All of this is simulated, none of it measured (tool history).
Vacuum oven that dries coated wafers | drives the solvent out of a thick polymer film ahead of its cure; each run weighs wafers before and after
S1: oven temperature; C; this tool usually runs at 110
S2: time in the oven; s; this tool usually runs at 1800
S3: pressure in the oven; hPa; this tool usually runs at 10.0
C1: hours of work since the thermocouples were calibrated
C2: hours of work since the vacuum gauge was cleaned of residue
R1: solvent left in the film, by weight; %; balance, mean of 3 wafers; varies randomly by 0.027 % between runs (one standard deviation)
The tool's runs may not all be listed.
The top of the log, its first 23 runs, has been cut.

{"run": 24, "hour": 589.6, "S1": 95, "S2": 960, "S3": 10.0, "C1": 723, "C2": 32, "R1": 8.57}
{"run": 25, "hour": 607.0, "S1": 115, "S2": 1080, "S3": 7.7, "C1": 735, "C2": 44, "R1": 1.48}
{"run": 26, "hour": 628.6, "S1": 115, "S2": 3120, "S3": 7.7, "C1": 750, "C2": 58, "R1": 0.35}
{"run": 27, "hour": 646.8, "S1": 115, "S2": 3120, "S3": 7.7, "C1": 762, "C2": 71, "R1": 0.35}
{"run": 28, "hour": 678.8, "S1": 115, "S2": 3120, "S3": 7.7, "C1": 784, "C2": 93, "R1": 0.32}
{"run": 29, "hour": 711.8, "S1": 123, "S2": 1800, "S3": 28.0, "C1": 807, "C2": 115, "R1": 0.91}
{"run": 30, "hour": 737.2, "S1": 121, "S2": 1800, "S3": 5.9, "C1": 824, "C2": 133, "R1": 0.26}
{"run": 31, "hour": 765.4, "S1": 121, "S2": 1800, "S3": 5.9, "C1": 843, "C2": 152, "R1": 0.23}
{"run": 32, "hour": 794.2, "S1": 121, "S2": 1800, "S3": 27.2, "C1": 863, "C2": 172, "R1": 1.0}
{"run": 33, "hour": 810.2, "S1": 100, "S2": 1020, "S3": 27.2, "C1": 874, "C2": 183, "R1": 7.32}
{"run": 34, "hour": 845.5, "S1": 100, "S2": 1020, "S3": 27.2, "C1": 898, "C2": 207, "R1": 7.26}
{"run": 35, "hour": 867.7, "S1": 109, "S2": 2640, "S3": 27.2, "C1": 913, "C2": 222, "R1": 1.62}
{"run": 36, "hour": 883.8, "S1": 110, "S2": 1200, "S3": 10.0, "C1": 924, "C2": 233, "R1": 2.31}
{"run": 37, "hour": 904.3, "S1": 110, "S2": 1200, "S3": 10.0, "C1": 938, "C2": 247, "R1": 2.32}
{"run": 38, "hour": 940.1, "S1": 110, "S2": 1200, "S3": 10.0, "C1": 963, "C2": 271, "R1": 2.29}
{"run": 39, "hour": 972.5, "S1": 110, "S2": 1440, "S3": 37.8, "C1": 985, "C2": 294, "R1": 2.97}
{"run": 40, "hour": 1008.2, "S1": 107, "S2": 1920, "S3": 36.8, "C1": 1009, "C2": 318, "R1": 2.9}
{"run": 41, "hour": 1032.4, "S1": 105, "S2": 960, "S3": 38.2, "C1": 1026, "C2": 335, "R1": 6.11}
{"run": 42, "hour": 1053.0, "S1": 105, "S2": 960, "S3": 38.2, "C1": 1040, "C2": 349, "R1": 6.16}
{"run": 43, "hour": 1075.1, "S1": 122, "S2": 2400, "S3": 10.0, "C1": 1055, "C2": 364, "R1": 0.42}
{"run": 44, "hour": 1096.4, "S1": 122, "S2": 2400, "S3": 10.0, "C1": 1070, "C2": 378, "R1": 0.43}

Below are 4 alternative next runs, each starting from the tool's condition after run 44. Predict each:
{"run": "A", "hour": 1131.8, "S1": 125, "S2": 2580, "S3": 11.9, "C1": 1094, "C2": 403, "R1": "?"}
{"run": "B", "hour": 1131.8, "S1": 104, "S2": 1320, "S3": 10.0, "C1": 1094, "C2": 403, "R1": "?"}
{"run": "C", "hour": 1131.8, "S1": 114, "S2": 2220, "S3": 21.7, "C1": 1094, "C2": 403, "R1": "?"}
{"run": "D", "hour": 1131.8, "S1": 122, "S2": 2400, "S3": 17.0, "C1": 1094, "C2": 403, "R1": "?"}

run=A R1=0.41
run=B R1=3.58
run=C R1=1.11
run=D R1=0.65
Take away the tool's hidden state, keep each run's random variation, and the runs would have read:
run=A R1=0.38
run=B R1=4.13
run=C R1=1.16
run=D R1=0.63

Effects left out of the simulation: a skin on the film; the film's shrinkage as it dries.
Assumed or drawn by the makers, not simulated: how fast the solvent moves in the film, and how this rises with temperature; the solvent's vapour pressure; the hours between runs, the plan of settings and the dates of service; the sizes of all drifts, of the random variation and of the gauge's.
